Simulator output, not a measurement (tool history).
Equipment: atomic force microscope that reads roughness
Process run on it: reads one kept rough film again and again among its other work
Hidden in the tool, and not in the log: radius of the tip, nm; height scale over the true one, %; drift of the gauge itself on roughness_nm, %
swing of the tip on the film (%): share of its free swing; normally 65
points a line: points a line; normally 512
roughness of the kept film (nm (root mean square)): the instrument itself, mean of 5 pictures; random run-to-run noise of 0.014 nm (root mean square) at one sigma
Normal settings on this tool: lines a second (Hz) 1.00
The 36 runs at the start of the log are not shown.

run,hour,lines a second (Hz),swing of the tip on the film (%),points a line,pictures with this tip,hours of work since the height scale was calibrated,roughness of the kept film (nm (root mean square))
37,579.6,1.00,67,512,188,41,2.401
38,588.9,1.43,69,537,203,47,2.336
# hour 599.2: new tip fitted
39,604.3,1.00,56,512,8,57,3.168
40,625.4,1.00,65,274,40,71,2.931
41,642.5,2.59,61,496,66,82,2.811
42,652.2,2.59,61,496,82,88,2.735
43,672.1,2.59,61,496,112,101,2.630
44,688.5,0.51,69,879,137,112,2.592
45,702.1,2.01,56,475,158,121,2.444
46,715.7,2.01,56,475,179,130,2.380
47,725.7,0.87,56,323,195,136,2.350
# hour 740.5: new tip fitted
48,742.7,1.00,65,342,3,147,3.155
49,752.7,1.00,65,342,18,154,3.061

Consider 3 possible next runs. They are alternatives, not a sequence: every one starts from the tool as it was left by run 49. What does each give?
A,762.0,1.97,79,342,33,160,?
B,762.0,1.04,64,1005,33,160,?
C,762.0,1.95,65,512,33,160,?

run,roughness of the kept film (nm (root mean square))
A,2.840
B,3.056
C,2.991
Without the tool's hidden state the same runs would have given:
run,roughness of the kept film (nm (root mean square))
A,3.006
B,3.235
C,3.166
